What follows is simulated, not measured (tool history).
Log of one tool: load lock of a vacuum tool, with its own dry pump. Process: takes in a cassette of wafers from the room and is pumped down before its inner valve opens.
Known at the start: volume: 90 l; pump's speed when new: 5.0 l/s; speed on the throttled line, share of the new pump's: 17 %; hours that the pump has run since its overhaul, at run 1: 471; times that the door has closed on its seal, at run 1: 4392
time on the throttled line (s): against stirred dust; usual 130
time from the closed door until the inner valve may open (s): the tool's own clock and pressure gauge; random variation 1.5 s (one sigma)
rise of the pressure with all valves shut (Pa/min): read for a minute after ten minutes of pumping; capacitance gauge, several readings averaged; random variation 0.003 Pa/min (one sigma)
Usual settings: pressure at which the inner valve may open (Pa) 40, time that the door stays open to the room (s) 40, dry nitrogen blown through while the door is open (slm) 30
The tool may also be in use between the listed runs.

run	hour	time on the throttled line (s)	pressure at which the inner valve may open (Pa)	time that the door stays open to the room (s)	dry nitrogen blown through while the door is open (slm)	hours that the pump has run since its overhaul	times that the door has closed on its seal	incoming humidity of the room's air, %	time from the closed door until the inner valve may open (s)	rise of the pressure with all valves shut (Pa/min)
1	0	130	40	40	30	471	4392	45.9	252.6	0.019
2	152.2	130	40	40	30	623	4710	48.9	252.4	0.018
3	307.4	130	40	40	8	778	5035	44.9	251	0.032
4	449.8	130	40	40	8	920	5333	45	253.6	0.036
5	615.9	91	40	40	30	1087	5680	46.3	218.5	0.026
6	798.2	130	40	40	13	1269	6062	47.7	252.2	0.036
7	1002.6	130	40	40	13	1473	6490	44	248.7	0.03
8	1203.6	130	40	40	13	1674	6910	48.5	252.2	0.035
9	1352.7	130	40	40	30	1823	7222	45.3	251.8	0.024
10	1455.5	130	40	40	30	1926	7437	42.2	255.1	0.027
11	1659.3	130	40	40	30	2130	7864	45	255.2	0.031
12	1744.4	130	40	40	30	2215	8042	45.8	253.4	0.034
13	1907.4	130	40	40	30	2378	8382	44.6	256.4	0.028
14	2048.6	130	40	40	30	2519	8678	43.7	256.8	0.032
15	2181.5	130	69	40	30	2652	8956	44.6	245.2	0.036
16	2347.1	130	40	40	8	2818	9302	46.6	253.5	0.053
17	2534.2	130	40	40	5	3005	9694	40.4	255.1	0.052
18	2711	130	40	40	30	3182	10064	46.6	255.8	0.042
19	2815.2	130	40	42	30	3286	10282	43.8	253.3	0.04
20	2955.8	130	40	42	30	3427	10576	46.4	257.7	0.036
21	3097.6	130	40	42	30	3568	10873	44.3	255.8	0.043
22	3235.4	232	48	40	30	3706	11161	47.3	336.4	0.044
23	3437.8	106	40	193	5	3908	11584	41.9	238.1	0.08
24	3611	139	74	45	35	4082	11947	46.1	253.4	0.048
25	3748.3	139	74	45	35	4219	12234	42.3	250.8	0.048
26	3950.6	139	74	45	35	4421	12657	46.6	257.1	0.047
27	4148.4	139	74	45	19	4619	13071	43.6	254.1	0.053
28	4299	139	74	45	19	4770	13386	44.9	255	0.057
29	4442.3	139	74	45	9	4913	13686	47.7	254.1	0.063
30	4583.8	130	38	40	30	5055	13982	41.8	260.2	0.051
31	4717.2	130	38	40	30	5188	14261	41	260.4	0.049
32	4806.3	86	40	45	30	5277	14447	47.3	223.3	0.052
33	4973.2	130	67	71	10	5444	14797	42.5	248.6	0.074
34	5076.8	196	37	99	30	5547	15013	45.4	314.9	0.058
35	5232.8	128	36	58	10	5703	15340	47.7	259	0.073
36	5419	134	32	40	30	5890	15729	44.4	269.6	0.056

Hidden state or all else? Some run-to-run changes of time from the closed door until the inner valve may open (s), split into what the settings, what came in and random variation would give without the hidden state, and what is left for the hidden state (with any gauge scatter that isn't in both results):
The hidden state here: pump's speed, % of a new pump's; leak at the door's seal, Pa l/s; drift of the gauge itself on ready_s, %; drift of the gauge itself on rise_pa_min, %.
Run 21 -> 22: time on the throttled line (s) 130 -> 232, pressure at which the inner valve may open (Pa) 40 -> 48, time that the door stays open to the room (s) 42 -> 40. time from the closed door until the inner valve may open (s) +80.6: hidden state -0.9, all else +81.5.
Run 22 -> 23: time on the throttled line (s) 232 -> 106, pressure at which the inner valve may open (Pa) 48 -> 40, time that the door stays open to the room (s) 40 -> 193, dry nitrogen blown through while the door is open (slm) 30 -> 5. time from the closed door until the inner valve may open (s) -98.3: hidden state +1.9, all else -100.2.
Run 29 -> 30: time on the throttled line (s) 139 -> 130, pressure at which the inner valve may open (Pa) 74 -> 38, time that the door stays open to the room (s) 45 -> 40, dry nitrogen blown through while the door is open (slm) 9 -> 30. time from the closed door until the inner valve may open (s) +6.1: hidden state +1.3, all else +4.8.
Run 33 -> 34: time on the throttled line (s) 130 -> 196, pressure at which the inner valve may open (Pa) 67 -> 37, time that the door stays open to the room (s) 71 -> 99, dry nitrogen blown through while the door is open (slm) 10 -> 30. time from the closed door until the inner valve may open (s) +66.3: hidden state +0.2, all else +66.1.
Run 34 -> 35: time on the throttled line (s) 196 -> 128, pressure at which the inner valve may open (Pa) 37 -> 36, time that the door stays open to the room (s) 99 -> 58, dry nitrogen blown through while the door is open (slm) 30 -> 10. time from the closed door until the inner valve may open (s) -55.9: hidden state +1.6, all else -57.5.

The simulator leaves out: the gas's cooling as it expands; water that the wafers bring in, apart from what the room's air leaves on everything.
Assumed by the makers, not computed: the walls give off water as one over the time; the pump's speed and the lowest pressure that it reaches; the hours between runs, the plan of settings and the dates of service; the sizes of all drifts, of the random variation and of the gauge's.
